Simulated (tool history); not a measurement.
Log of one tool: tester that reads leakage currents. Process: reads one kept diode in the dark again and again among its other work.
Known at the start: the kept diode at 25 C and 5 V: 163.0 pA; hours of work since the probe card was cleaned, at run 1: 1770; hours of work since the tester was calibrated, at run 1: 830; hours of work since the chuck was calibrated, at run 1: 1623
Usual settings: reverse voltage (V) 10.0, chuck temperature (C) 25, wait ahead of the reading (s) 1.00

run   hour  reverse voltage (V)  chuck temperature (C)  wait ahead of the reading (s)  hours of work since the probe card was cleaned  hours of work since the tester was calibrated  hours of work since the chuck was calibrated  current that the tester gives (pA)
  1    0.0                 10.0                     25                           1.00                                            1770                                            830                                          1623                              284.21
  2   28.1                 10.0                     25                           1.00                                            1784                                            844                                          1637                              284.55
  3   46.4                 10.0                     25                           1.00                                            1794                                            854                                          1647                              283.23
  4   64.9                 10.0                     25                           1.00                                            1803                                            863                                          1656                              285.01
  5   82.6                 10.0                     25                           1.00                                            1812                                            872                                          1665                              285.07
  6  120.5                 10.0                     25                           1.00                                            1831                                            891                                          1684                              283.71
  7  144.8                 10.0                     25                           1.00                                            1843                                            903                                          1696                              285.36
  8  174.3                  5.0                     24                           1.00                                            1858                                            918                                          1711                              174.31
  9  205.0                 18.2                     45                           0.63                                            1874                                            934                                          1727                             2255.98
 10  231.0                  5.9                     37                           7.39                                            1887                                            947                                          1740                              607.81
 11  273.6                  5.9                     37                           7.39                                            1908                                            968                                          1761                              608.78
 12  308.5                  5.9                     37                           7.39                                            1926                                            986                                          1779                              608.14
 13  348.0                  5.9                     37                           7.39                                            1946                                           1006                                          1799                              611.31
 14  372.3                  5.9                     37                           7.39                                            1958                                           1018                                          1811                              610.96

Forecast each of these 5 alternatives for the next run:
  A  403.4                  1.8                     25                           1.92                                            1974                                           1034                                          1826                                   ?
  B  403.4                 15.9                     45                           2.30                                            1974                                           1034                                          1826                                   ?
  C  403.4                 18.8                     37                           7.39                                            1974                                           1034                                          1826                                   ?
  D  403.4                  2.2                     33                           1.81                                            1974                                           1034                                          1826                                   ?
  E  403.4                 10.0                     38                           1.00                                            1974                                           1034                                          1826                                   ?

run  current that the tester gives (pA)
  A                              107.56
  B                             2079.80
  C                             1172.08
  D                              247.98
  E                              891.88
Without the tool's hidden state the same runs would have given:
run  current that the tester gives (pA)
  A                               93.30
  B                             1856.75
  C                             1026.57
  D                              219.13
  E                              788.26
